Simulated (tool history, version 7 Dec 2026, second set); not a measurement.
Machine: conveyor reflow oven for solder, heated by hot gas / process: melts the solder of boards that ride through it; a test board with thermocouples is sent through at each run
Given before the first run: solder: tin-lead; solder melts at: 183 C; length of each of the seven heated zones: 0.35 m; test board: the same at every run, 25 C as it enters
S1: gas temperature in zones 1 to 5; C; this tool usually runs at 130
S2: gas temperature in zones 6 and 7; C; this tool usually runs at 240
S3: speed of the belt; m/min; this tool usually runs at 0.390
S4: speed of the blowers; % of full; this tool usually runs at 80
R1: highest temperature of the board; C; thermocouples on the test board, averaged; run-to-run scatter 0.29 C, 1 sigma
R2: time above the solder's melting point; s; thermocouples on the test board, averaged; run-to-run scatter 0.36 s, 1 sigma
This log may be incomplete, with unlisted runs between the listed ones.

{"run": 1, "day": 0.0, "S1": 130, "S2": 240, "S3": 0.39, "S4": 80, "R1": 223.2, "R2": 82.5}
{"run": 2, "day": 0.267, "S1": 130, "S2": 240, "S3": 0.39, "S4": 80, "R1": 222.7, "R2": 83.0}
{"run": 3, "day": 0.433, "S1": 130, "S2": 242, "S3": 0.39, "S4": 80, "R1": 224.2, "R2": 84.4}
{"run": 4, "day": 0.625, "S1": 130, "S2": 242, "S3": 0.39, "S4": 80, "R1": 224.6, "R2": 84.3}
{"run": 5, "day": 0.967, "S1": 130, "S2": 240, "S3": 0.39, "S4": 61, "R1": 215.1, "R2": 72.0}
{"run": 6, "day": 1.329, "S1": 130, "S2": 235, "S3": 0.39, "S4": 61, "R1": 211.1, "R2": 67.1}
{"run": 7, "day": 1.608, "S1": 130, "S2": 235, "S3": 0.39, "S4": 61, "R1": 211.3, "R2": 67.4}
{"run": 8, "day": 1.942, "S1": 130, "S2": 235, "S3": 0.39, "S4": 61, "R1": 211.4, "R2": 68.3}
{"run": 9, "day": 2.15, "S1": 130, "S2": 235, "S3": 0.39, "S4": 61, "R1": 211.2, "R2": 67.7}
{"run": 10, "day": 2.483, "S1": 130, "S2": 235, "S3": 0.39, "S4": 61, "R1": 211.0, "R2": 67.1}
{"run": 11, "day": 2.662, "S1": 130, "S2": 240, "S3": 0.39, "S4": 80, "R1": 223.1, "R2": 82.3}
{"run": 12, "day": 2.938, "S1": 130, "S2": 240, "S3": 0.39, "S4": 80, "R1": 222.0, "R2": 82.2}
{"run": 13, "day": 3.233, "S1": 130, "S2": 240, "S3": 0.39, "S4": 80, "R1": 222.6, "R2": 82.4}
{"run": 14, "day": 3.596, "S1": 130, "S2": 240, "S3": 0.39, "S4": 80, "R1": 222.3, "R2": 81.6}
{"run": 15, "day": 3.804, "S1": 130, "S2": 240, "S3": 0.39, "S4": 80, "R1": 222.3, "R2": 82.9}
{"run": 16, "day": 4.083, "S1": 130, "S2": 240, "S3": 0.39, "S4": 80, "R1": 222.2, "R2": 82.9}
{"run": 17, "day": 4.271, "S1": 116, "S2": 240, "S3": 0.401, "S4": 74, "R1": 217.1, "R2": 67.7}
{"run": 18, "day": 4.529, "S1": 130, "S2": 239, "S3": 0.337, "S4": 80, "R1": 226.7, "R2": 100.1}
{"run": 19, "day": 4.762, "S1": 130, "S2": 239, "S3": 0.337, "S4": 80, "R1": 226.2, "R2": 100.2}
{"run": 20, "day": 4.921, "S1": 130, "S2": 239, "S3": 0.427, "S4": 80, "R1": 218.2, "R2": 70.4}
{"run": 21, "day": 5.242, "S1": 130, "S2": 249, "S3": 0.343, "S4": 80, "R1": 234.9, "R2": 105.9}
{"run": 22, "day": 5.542, "S1": 135, "S2": 250, "S3": 0.353, "S4": 90, "R1": 238.5, "R2": 108.2}
{"run": 23, "day": 5.808, "S1": 125, "S2": 250, "S3": 0.42, "S4": 57, "R1": 215.9, "R2": 64.9}
{"run": 24, "day": 6.096, "S1": 125, "S2": 250, "S3": 0.42, "S4": 57, "R1": 216.0, "R2": 65.3}
{"run": 25, "day": 6.367, "S1": 119, "S2": 240, "S3": 0.39, "S4": 80, "R1": 220.1, "R2": 75.4}
{"run": 26, "day": 6.6, "S1": 127, "S2": 231, "S3": 0.383, "S4": 77, "R1": 213.8, "R2": 72.6}
{"run": 27, "day": 6.754, "S1": 130, "S2": 238, "S3": 0.39, "S4": 80, "R1": 220.2, "R2": 79.9}
{"run": 28, "day": 7.017, "S1": 118, "S2": 238, "S3": 0.459, "S4": 80, "R1": 211.3, "R2": 53.6}

Subtracting, for every run, the result it would have given without the tool's unlogged condition from the measured result gives the following. The same run-to-run variation enters both numbers; the gauge's scatter may not:
Hidden state at play: heat that the gas passes to the board, % of a clean oven's; belt's true speed, % of the reading; true gas temperature in zones 6 and 7 over the reading, C; drift of the gauge itself on peak_c, C; drift of the gauge itself on liquid_s, %.
run=1 R1=-0.1 R2=-0.2
run=2 R1=-0.1 R2=-0.3
run=3 R1=-0.2 R2=-0.3
run=4 R1=-0.2 R2=-0.2
run=5 R1=-0.2 R2=-0.4
run=6 R1=-0.2 R2=-0.4
run=7 R1=-0.2 R2=-0.5
run=8 R1=-0.3 R2=-0.5
run=9 R1=-0.2 R2=-0.5
run=10 R1=-0.3 R2=-0.6
run=11 R1=-0.3 R2=-0.5
run=12 R1=-0.4 R2=-0.6
run=13 R1=-0.5 R2=-0.6
run=14 R1=-0.5 R2=-0.7
run=15 R1=-0.5 R2=-0.7
run=16 R1=-0.5 R2=-0.7
run=17 R1=-0.8 R2=-1.1
run=18 R1=-0.2 R2=-0.4
run=19 R1=-0.2 R2=-0.5
run=20 R1=-0.8 R2=-1.1
run=21 R1=-0.4 R2=-0.3
run=22 R1=-0.4 R2=-0.1
run=23 R1=-0.8 R2=-1.0
run=24 R1=-0.9 R2=-1.1
run=25 R1=-0.9 R2=-1.3
run=26 R1=-0.6 R2=-1.3
run=27 R1=-0.8 R2=-1.0
run=28 R1=-1.4 R2=-2.0
